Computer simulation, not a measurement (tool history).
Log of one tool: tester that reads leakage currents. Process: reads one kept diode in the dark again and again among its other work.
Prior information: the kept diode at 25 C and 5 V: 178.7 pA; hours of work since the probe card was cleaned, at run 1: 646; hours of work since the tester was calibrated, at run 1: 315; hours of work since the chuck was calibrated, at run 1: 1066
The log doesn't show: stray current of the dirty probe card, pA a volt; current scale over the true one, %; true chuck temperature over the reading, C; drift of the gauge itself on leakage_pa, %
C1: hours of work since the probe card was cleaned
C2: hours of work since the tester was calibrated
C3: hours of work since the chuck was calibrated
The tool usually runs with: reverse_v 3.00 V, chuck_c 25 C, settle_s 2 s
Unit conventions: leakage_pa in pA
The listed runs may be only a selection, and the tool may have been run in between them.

{"run": 1, "hour": 0.0, "reverse_v": 3.0, "chuck_c": 25, "settle_s": 2, "C1": 646, "C2": 315, "C3": 1066, "leakage_pa": 123.33}
{"run": 2, "hour": 46.3, "reverse_v": 3.0, "chuck_c": 25, "settle_s": 2, "C1": 679, "C2": 348, "C3": 1099, "leakage_pa": 122.51}
{"run": 3, "hour": 118.7, "reverse_v": 3.0, "chuck_c": 25, "settle_s": 2, "C1": 731, "C2": 399, "C3": 1151, "leakage_pa": 122.42}
{"run": 4, "hour": 188.7, "reverse_v": 3.0, "chuck_c": 25, "settle_s": 2, "C1": 780, "C2": 449, "C3": 1200, "leakage_pa": 122.31}
{"run": 5, "hour": 231.2, "reverse_v": 3.0, "chuck_c": 25, "settle_s": 2, "C1": 811, "C2": 479, "C3": 1231, "leakage_pa": 121.96}
{"run": 6, "hour": 290.9, "reverse_v": 3.0, "chuck_c": 25, "settle_s": 2, "C1": 853, "C2": 522, "C3": 1273, "leakage_pa": 120.94}
{"run": 7, "hour": 336.4, "reverse_v": 3.0, "chuck_c": 25, "settle_s": 2, "C1": 886, "C2": 554, "C3": 1305, "leakage_pa": 120.91}
{"run": 8, "hour": 388.7, "reverse_v": 3.0, "chuck_c": 25, "settle_s": 2, "C1": 923, "C2": 592, "C3": 1343, "leakage_pa": 120.82}
{"run": 9, "hour": 473.2, "reverse_v": 3.0, "chuck_c": 25, "settle_s": 2, "C1": 983, "C2": 652, "C3": 1403, "leakage_pa": 120.71}
{"run": 10, "hour": 557.3, "reverse_v": 3.0, "chuck_c": 25, "settle_s": 2, "C1": 1043, "C2": 711, "C3": 1463, "leakage_pa": 120.5}
{"run": 11, "hour": 644.1, "reverse_v": 1.47, "chuck_c": 25, "settle_s": 2, "C1": 1104, "C2": 773, "C3": 1524, "leakage_pa": 81.3}
{"run": 12, "hour": 683.9, "reverse_v": 3.0, "chuck_c": 25, "settle_s": 2, "C1": 1133, "C2": 801, "C3": 1553, "leakage_pa": 119.36}
{"run": 13, "hour": 719.9, "reverse_v": 3.0, "chuck_c": 25, "settle_s": 2, "C1": 1158, "C2": 827, "C3": 1578, "leakage_pa": 119.24}
{"run": 14, "hour": 796.0, "reverse_v": 3.0, "chuck_c": 25, "settle_s": 2, "C1": 1212, "C2": 881, "C3": 1632, "leakage_pa": 118.77}
{"run": 15, "hour": 839.4, "reverse_v": 3.0, "chuck_c": 25, "settle_s": 2, "C1": 1243, "C2": 912, "C3": 1663, "leakage_pa": 119.17}
{"hour": 893.9, "done": "chuck's temperature calibrated"}
{"run": 16, "hour": 924.7, "reverse_v": 3.0, "chuck_c": 47, "settle_s": 2, "C1": 1303, "C2": 971, "C3": 22, "leakage_pa": 806.64}

Run 17 is up next; what results do you expect?
{"run": 17, "hour": 979.0, "reverse_v": 1.18, "chuck_c": 24, "settle_s": 2, "C1": 1341, "C2": 1010, "C3": 61, "leakage_pa": "?"}

{"run 17": {"leakage_pa": 59.02}}
Without the tool's hidden state the same run would have given leakage_pa 74.72 pA.
